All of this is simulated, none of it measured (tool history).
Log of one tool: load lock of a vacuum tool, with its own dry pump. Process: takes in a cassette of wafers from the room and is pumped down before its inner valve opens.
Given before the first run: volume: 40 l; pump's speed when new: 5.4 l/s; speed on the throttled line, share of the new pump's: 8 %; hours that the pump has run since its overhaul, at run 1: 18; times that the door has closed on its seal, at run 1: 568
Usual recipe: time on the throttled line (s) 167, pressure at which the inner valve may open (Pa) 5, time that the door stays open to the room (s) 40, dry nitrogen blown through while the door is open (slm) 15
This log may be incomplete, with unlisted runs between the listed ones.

run	hour	time on the throttled line (s)	pressure at which the inner valve may open (Pa)	time that the door stays open to the room (s)	dry nitrogen blown through while the door is open (slm)	hours that the pump has run since its overhaul	times that the door has closed on its seal	incoming humidity of the room's air, %	time from the closed door until the inner valve may open (s)	rise of the pressure with all valves shut (Pa/min)
1	0.0	167	5	40	15	18	568	45.2	227.3	0.046
2	72.3	109	5	40	15	90	754	43.1	174.2	0.047
3	215.0	109	5	40	15	233	1120	46.5	174.1	0.048
4	360.4	109	5	40	15	378	1494	44.9	173.7	0.049
5	422.0	109	5	40	15	440	1653	44.7	174.0	0.050
6	508.6	167	6	40	15	526	1875	43.8	225.8	0.049
7	635.5	167	6	40	15	653	2201	42.6	225.8	0.047
8	768.6	167	7	40	15	786	2544	46.6	225.6	0.050
9	836.2	167	7	40	15	854	2717	42.1	225.0	0.052
10	985.4	167	5	227	15	1003	3101	46.4	227.4	0.177
11	1136.4	167	5	227	15	1154	3489	43.9	227.3	0.172
12	1286.0	167	5	40	6	1304	3874	42.3	227.3	0.062
13	1359.1	167	5	40	6	1377	4061	45.2	227.5	0.069
14	1436.7	167	5	40	6	1454	4261	44.2	227.4	0.066
15	1523.4	167	5	32	15	1541	4484	43.4	227.7	0.049
16	1628.2	258	5	40	15	1646	4753	48.2	310.9	0.061
17	1739.9	167	5	40	9	1758	5040	42.1	228.2	0.067
18	1821.8	167	5	40	9	1840	5251	41.3	227.2	0.062
19	1937.8	167	5	40	9	1956	5549	45.3	226.8	0.064
20	2060.0	167	5	40	9	2078	5863	45.9	227.7	0.066
21	2144.9	167	5	40	19	2163	6081	47.2	228.1	0.059
22	2242.0	167	5	40	19	2260	6331	43.8	228.1	0.054
23	2357.3	167	5	40	19	2375	6627	42.6	228.1	0.057
24	2509.4	167	5	40	19	2527	7018	44.5	228.8	0.067
25	2655.9	167	7	42	15	2674	7395	43.9	226.0	0.063
26	2718.5	167	5	69	15	2736	7556	42.1	227.9	0.086
27	2855.8	167	10	202	15	2873	7909	42.7	224.2	0.160
28	2933.8	295	10	56	15	2951	8109	46.0	338.8	0.081
29	3003.5	95	4	25	16	3021	8288	45.3	165.2	0.056
30	3114.6	167	4	40	14	3132	8574	41.6	230.5	0.065

What will run 31 give?
31	3205.4	167	4	40	14	3223	8807	44.3	?	?

time from the closed door until the inner valve may open (s): 230.1
rise of the pressure with all valves shut (Pa/min): 0.068
On a tool with no hidden condition, and with the same random variation, this run would have come out at time from the closed door until the inner valve may open (s) 227.9, rise of the pressure with all valves shut (Pa/min) 0.042.
